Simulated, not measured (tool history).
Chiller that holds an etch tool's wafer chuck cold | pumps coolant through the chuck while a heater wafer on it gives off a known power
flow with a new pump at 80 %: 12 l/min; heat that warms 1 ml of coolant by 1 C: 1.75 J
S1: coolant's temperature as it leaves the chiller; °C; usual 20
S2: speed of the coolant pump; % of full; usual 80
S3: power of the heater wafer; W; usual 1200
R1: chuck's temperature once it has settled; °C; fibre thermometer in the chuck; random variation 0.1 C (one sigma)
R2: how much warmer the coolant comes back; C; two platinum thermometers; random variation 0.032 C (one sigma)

run    hour  S1  S2    S3    R1    R2
  1       0  20  80  1200  33.3  3.46
  2    48.5  20  80  1200  33.4  3.43
  3   108.3  20  80  1200  33.4  3.41
  4   177.4  20  80  1200  33.5  3.42
  5   252.4  20  80  1200  33.4  3.42
  6   332.2  20  80   650  27.2  1.84
  7   373.9  20  80   650  27.2  1.85
  8   454.2  20  80  1200  33.4  3.37
  9   491.7  19  80  1200  32.4  3.42
 10   570.3  12  80  1200  25.5  3.37
 11   647.5  12  80  1200  25.3   3.4
 12   708.9  12  80  1200  25.4  3.28
 13   746.1  12  80  1200  25.5  3.35
 14   806.2  20  80  1200  33.5  3.28
 15   880.1  20  80  1200  33.5  3.41
 16     917  20  80  1665  38.8  4.76
 17   986.9  29  85  1200  41.8  3.13
 18  1065.4  29  85  1200  41.8  3.12
 19  1133.6  29  85  1200  41.9  3.16
 20  1193.8  29  85  1200  41.9  3.11
 21    1268  20  94  1200  32.1   2.8
 22  1343.4  15  80  1114  27.5  3.06
 23  1401.4  15  80  1114  27.4  3.08
 24    1474  15  80  1114  27.3  3.03
 25  1539.9  19  80   903  29.2  2.49
 26  1605.1  19  80   903  29.3  2.45
 27  1657.2  12  82   720  19.9  1.86
 28  1691.4  12  82   720  19.8  1.92
 29  1727.9  14  60   916  26.5  3.34
 30  1787.8  11  95   834  19.1  1.82
 31  1861.7  11  95   834  19.2  1.87

Measured less the same run without the tool's hidden state. The same run-to-run variation is in both; the gauge's scatter may not be:
The hidden state here: heat passed by the chuck's channels, % of clean ones'; flow at a given pump speed, % of a new pump's; coolant's true temperature over the reading, C; drift of the gauge itself on chuck_c, C; drift of the gauge itself on warmer_back_c, C.
run     R2
  1     +0
  2     +0
  3  -0.01
  4  -0.01
  5  -0.02
  6  -0.02
  7  -0.03
  8  -0.04
  9  -0.04
 10  -0.04
 11  -0.05
 12  -0.06
 13  -0.06
 14  -0.06
 15  -0.07
 16  -0.07
 17  -0.08
 18  -0.08
 19  -0.09
 20  -0.09
 21   -0.1
 22  -0.11
 23  -0.11
 24  -0.12
 25  -0.13
 26  -0.13
 27  -0.14
 28  -0.13
 29  -0.13
 30  -0.14
 31  -0.15
R1: within 0.1 °C of the measured result in every run.
